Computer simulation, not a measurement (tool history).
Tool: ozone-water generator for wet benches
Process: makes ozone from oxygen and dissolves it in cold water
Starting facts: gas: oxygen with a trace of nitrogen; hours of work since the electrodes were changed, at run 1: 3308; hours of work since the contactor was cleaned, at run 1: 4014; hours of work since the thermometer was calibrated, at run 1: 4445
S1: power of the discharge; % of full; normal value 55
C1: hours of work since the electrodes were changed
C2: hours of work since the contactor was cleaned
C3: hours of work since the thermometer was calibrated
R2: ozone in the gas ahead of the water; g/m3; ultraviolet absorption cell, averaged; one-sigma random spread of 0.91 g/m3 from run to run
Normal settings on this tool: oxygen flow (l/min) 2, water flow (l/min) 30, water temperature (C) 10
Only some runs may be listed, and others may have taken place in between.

run 1 hour=0 | S1=55 oxygen_flow_(l/min)=2 water_flow_(l/min)=30 water_temperature_(C)=10 | C1=3308 C2=4014 C3=4445 | dissolved_ozone_(ppm)=4.95 R2=144.5
run 2 hour=68 | S1=55 oxygen_flow_(l/min)=2 water_flow_(l/min)=30 water_temperature_(C)=10 | C1=3376 C2=4081 C3=4513 | dissolved_ozone_(ppm)=5.01 R2=144.5
run 3 hour=169.9 | S1=55 oxygen_flow_(l/min)=2 water_flow_(l/min)=30 water_temperature_(C)=10 | C1=3477 C2=4183 C3=4614 | dissolved_ozone_(ppm)=4.99 R2=143.5
run 4 hour=233.9 | S1=55 oxygen_flow_(l/min)=2 water_flow_(l/min)=30 water_temperature_(C)=10 | C1=3541 C2=4246 C3=4678 | dissolved_ozone_(ppm)=4.95 R2=145.5
run 5 hour=336.5 | S1=55 oxygen_flow_(l/min)=2 water_flow_(l/min)=25 water_temperature_(C)=10 | C1=3643 C2=4348 C3=4780 | dissolved_ozone_(ppm)=5.98 R2=143.2
-- hour=363.1 water thermometer calibrated
run 6 hour=410.3 | S1=55 oxygen_flow_(l/min)=2 water_flow_(l/min)=25 water_temperature_(C)=10 | C1=3716 C2=4421 C3=47 | dissolved_ozone_(ppm)=5.98 R2=144.8
run 7 hour=513.4 | S1=69 oxygen_flow_(l/min)=2 water_flow_(l/min)=30 water_temperature_(C)=10 | C1=3819 C2=4524 C3=150 | dissolved_ozone_(ppm)=5.73 R2=161.5
-- hour=524.8 contactor cleaned
run 8 hour=575.2 | S1=69 oxygen_flow_(l/min)=2 water_flow_(l/min)=30 water_temperature_(C)=10 | C1=3876 C2=50 C3=207 | dissolved_ozone_(ppm)=5.61 R2=162.6
run 9 hour=672.3 | S1=42 oxygen_flow_(l/min)=2 water_flow_(l/min)=30 water_temperature_(C)=10 | C1=3973 C2=147 C3=304 | dissolved_ozone_(ppm)=4.13 R2=124.7
-- hour=709.2 contactor cleaned, once more
run 10 hour=740.2 | S1=42 oxygen_flow_(l/min)=2 water_flow_(l/min)=30 water_temperature_(C)=10 | C1=4036 C2=31 C3=367 | dissolved_ozone_(ppm)=4.37 R2=124.3
run 11 hour=797.3 | S1=42 oxygen_flow_(l/min)=2 water_flow_(l/min)=47 water_temperature_(C)=7 | C1=4093 C2=88 C3=424 | dissolved_ozone_(ppm)=2.64 R2=123.2
run 12 hour=864.4 | S1=80 oxygen_flow_(l/min)=2 water_flow_(l/min)=23 water_temperature_(C)=10 | C1=4160 C2=154 C3=491 | dissolved_ozone_(ppm)=8.1 R2=175.4
run 13 hour=952.3 | S1=80 oxygen_flow_(l/min)=2 water_flow_(l/min)=23 water_temperature_(C)=10 | C1=4247 C2=242 C3=578 | dissolved_ozone_(ppm)=8.11 R2=173.6
run 14 hour=1039.2 | S1=98 oxygen_flow_(l/min)=2 water_flow_(l/min)=30 water_temperature_(C)=10 | C1=4334 C2=328 C3=665 | dissolved_ozone_(ppm)=6.91 R2=194.6
run 15 hour=1148.6 | S1=74 oxygen_flow_(l/min)=1.89 water_flow_(l/min)=29 water_temperature_(C)=11 | C1=4443 C2=437 C3=774 | dissolved_ozone_(ppm)=5.96 R2=172.9
run 16 hour=1227.2 | S1=89 oxygen_flow_(l/min)=1.98 water_flow_(l/min)=46 water_temperature_(C)=10 | C1=4521 C2=516 C3=852 | dissolved_ozone_(ppm)=4.02 R2=185.7
run 17 hour=1340.7 | S1=89 oxygen_flow_(l/min)=1.98 water_flow_(l/min)=46 water_temperature_(C)=10 | C1=4634 C2=629 C3=965 | dissolved_ozone_(ppm)=3.95 R2=184.6

Here are 3 independent what-if runs from the current tool condition. What would each one return?
run A hour=1405.9 | S1=55 oxygen_flow_(l/min)=2 water_flow_(l/min)=30 water_temperature_(C)=6 | C1=4699 C2=693 C3=1030 | dissolved_ozone_(ppm)=? R2=?
run B hour=1405.9 | S1=89 oxygen_flow_(l/min)=1.98 water_flow_(l/min)=46 water_temperature_(C)=7 | C1=4699 C2=693 C3=1030 | dissolved_ozone_(ppm)=? R2=?
run C hour=1405.9 | S1=78 oxygen_flow_(l/min)=2.16 water_flow_(l/min)=18 water_temperature_(C)=10 | C1=4699 C2=693 C3=1030 | dissolved_ozone_(ppm)=? R2=?

run=A dissolved_ozone_(ppm)=4.9 R2=140.1
run=B dissolved_ozone_(ppm)=4.03 R2=183.6
run=C dissolved_ozone_(ppm)=10.41 R2=162.3
Without the tool's hidden state the same runs would have given:
run=A dissolved_ozone_(ppm)=5.38 R2=151.9
run=B dissolved_ozone_(ppm)=4.52 R2=204.1
run=C dissolved_ozone_(ppm)=11.57 R2=179.2
